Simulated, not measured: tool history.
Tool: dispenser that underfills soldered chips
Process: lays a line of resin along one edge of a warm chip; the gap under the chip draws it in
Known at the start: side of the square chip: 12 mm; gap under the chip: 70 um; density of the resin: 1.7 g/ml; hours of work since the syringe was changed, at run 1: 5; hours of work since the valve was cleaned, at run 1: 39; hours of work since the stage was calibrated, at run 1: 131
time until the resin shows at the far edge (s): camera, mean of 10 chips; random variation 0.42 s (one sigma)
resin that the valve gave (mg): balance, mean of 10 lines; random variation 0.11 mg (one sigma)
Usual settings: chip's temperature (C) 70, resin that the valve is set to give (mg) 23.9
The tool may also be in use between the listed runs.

run   hour  chip's temperature (C)  resin that the valve is set to give (mg)  hours of work since the syringe was changed  hours of work since the valve was cleaned  hours of work since the stage was calibrated  time until the resin shows at the far edge (s)  resin that the valve gave (mg)
  1      0                      70                                      23.9                                            5                                         39                                           131                                            36.1                           23.09
       1.6  -- new syringe of resin
  2      5                      60                                      23.9                                            3                                         42                                           135                                            51.5                           23.06
       9.3  -- new syringe of resin
  3   10.2                      60                                      23.9                                            1                                         46                                           138                                            47.4                           22.78
      16.9  -- new syringe of resin
  4   17.9                      60                                      23.9                                            1                                         51                                           144                                              46                           22.81
  5   23.8                      70                                      23.9                                            5                                         56                                           148                                            36.4                           22.72
      24.8  -- new syringe of resin
  6     29                      70                                      26.1                                            3                                         59                                           152                                            32.2                           24.89
      32.9  -- new syringe of resin
  7   36.7                      70                                      22.9                                            3                                         65                                           157                                            33.2                           21.73
      40.5  -- new syringe of resin
  8   42.1                      70                                      22.9                                            1                                         69                                           161                                            30.7                            21.8
  9     46                      70                                      22.9                                            4                                         71                                           164                                            35.1                           21.68
      48.3  -- new syringe of resin
 10   54.9                      70                                      22.9                                            5                                         78                                           170                                            35.7                           21.39
      55.9  -- new syringe of resin
 11   62.5                      70                                      22.9                                            5                                         83                                           176                                            36.9                           21.43
      63.7  -- new syringe of resin
 12   68.5                      70                                      22.9                                            4                                         87                                           180                                            34.8                           21.18
      71.8  -- new syringe of resin
 13     76                      70                                      22.9                                            3                                         93                                           185                                              33                           21.11
      79.8  -- new syringe of resin
 14   85.3                      75                                      24.6                                            4                                         99                                           192                                            27.8                            22.6
      87.4  -- new syringe of resin
 15   94.3                      70                                      20.6                                            5                                        106                                           198                                            38.7                           18.87
      95.2  -- new syringe of resin
 16  100.4                      70                                        29                                            4                                        110                                           202                                            32.7                           26.51
     102.8  -- new syringe of resin
 17  104.9                      70                                        29                                            2                                        113                                           205                                            29.4                           26.58
     110.4  -- new syringe of resin
 18  110.4                      70                                        29                                            0                                        117                                           209                                            27.5                           26.37
 19  115.2                      81                                        24                                            3                                        120                                           213                                            20.9                           21.68
     118.1  -- new syringe of resin
 20    123                      81                                        24                                            4                                        126                                           218                                            21.5                           21.64
     126.2  -- new syringe of resin
 21  128.5                      59                                      20.5                                            2                                        130                                           222                                            54.9                           18.37
 22  132.5                      78                                        25                                            5                                        133                                           225                                              25                            22.4

Run 23 comes next. What will it give?
     133.8  -- new syringe of resin
 23  140.4                      68                                        24                                            5                                        138                                           231                                               ?                               ?

{"run 23": {"time until the resin shows at the far edge (s)": 39.4, "resin that the valve gave (mg)": 21.23}}
Without the tool's hidden state the same run would have given time until the resin shows at the far edge (s) 31.1, resin that the valve gave (mg) 23.83.
